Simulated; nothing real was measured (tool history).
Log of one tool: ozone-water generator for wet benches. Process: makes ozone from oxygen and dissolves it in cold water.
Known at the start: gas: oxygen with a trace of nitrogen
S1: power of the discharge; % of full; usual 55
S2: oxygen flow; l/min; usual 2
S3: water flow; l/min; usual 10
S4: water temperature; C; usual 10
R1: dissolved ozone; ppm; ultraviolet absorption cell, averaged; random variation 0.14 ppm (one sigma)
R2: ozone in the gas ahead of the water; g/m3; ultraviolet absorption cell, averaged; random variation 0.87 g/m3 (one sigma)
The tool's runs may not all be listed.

Run 1, hour 0: usual settings. Result: R1 15.3 ppm, R2 139.7 g/m3.
Run 2, hour 89.1: usual settings. Result: R1 15.3 ppm, R2 139.6 g/m3.
Run 3, hour 243.7: usual settings. Result: R1 15.2 ppm, R2 139.8 g/m3.
Run 4, hour 309.7: usual settings. Result: R1 15.1 ppm, R2 139 g/m3.
Run 5, hour 398.9: usual settings but S1 53 % of full. Result: R1 14.9 ppm, R2 136.4 g/m3.
Run 6, hour 524.8: usual settings but S1 53 % of full, S4 5 C. Result: R1 15.5 ppm, R2 136.5 g/m3.
Run 7, hour 666.5: usual settings but S1 53 % of full, S4 5 C. Result: R1 15.5 ppm, R2 137.8 g/m3.
Run 8, hour 751.5: usual settings but S1 53 % of full, S4 5 C. Result: R1 15.5 ppm, R2 135.8 g/m3.
Run 9, hour 885.9: usual settings but S1 53 % of full, S4 5 C. Result: R1 15.4 ppm, R2 136.2 g/m3.
Run 10, hour 984.2: usual settings but S1 53 % of full, S2 1.57 l/min, S4 5 C. Result: R1 14.3 ppm, R2 154.6 g/m3.
Run 11, hour 1067.7: usual settings. Result: R1 14.8 ppm, R2 136.4 g/m3.
Run 12, hour 1195.4: usual settings. Result: R1 14.9 ppm, R2 135.9 g/m3.
Run 13, hour 1298.7: usual settings. Result: R1 14.8 ppm, R2 138 g/m3.
Run 14, hour 1442.2: usual settings. Result: R1 14.8 ppm, R2 137 g/m3.
Run 15, hour 1510.1: usual settings. Result: R1 14.8 ppm, R2 136.9 g/m3.
Run 16, hour 1610.4: usual settings. Result: R1 14.7 ppm, R2 137.5 g/m3.
Run 17, hour 1750.5: usual settings. Result: R1 14.6 ppm, R2 134.1 g/m3.
Run 18, hour 1843.4: usual settings. Result: R1 14.6 ppm, R2 136.5 g/m3.
Run 19, hour 1971.9: usual settings but S1 48 % of full. Result: R1 13.4 ppm, R2 126.3 g/m3.
Run 20, hour 2080.5: usual settings but S1 48 % of full. Result: R1 13.4 ppm, R2 126.3 g/m3.
Run 21, hour 2159.3: usual settings but S3 15 l/min, S4 17 C. Result: R1 9.7 ppm, R2 134.6 g/m3.
At hour 2172.4: contactor cleaned.
Run 22, hour 2310: usual settings but S1 64 % of full, S2 1.05 l/min, S4 12 C. Result: R1 13.1 ppm, R2 200 g/m3.

The next listed run, before its measurement:
Run 23, hour 2408.1: usual settings but S2 3.17 l/min, S3 15 l/min, S4 9 C. Result: R1 ?, R2 ?.

Run 23 gave R1 11.1 ppm, R2 106 g/m3.
Without the tool's hidden state the same run would have given R1 12.4 ppm, R2 111.6 g/m3.
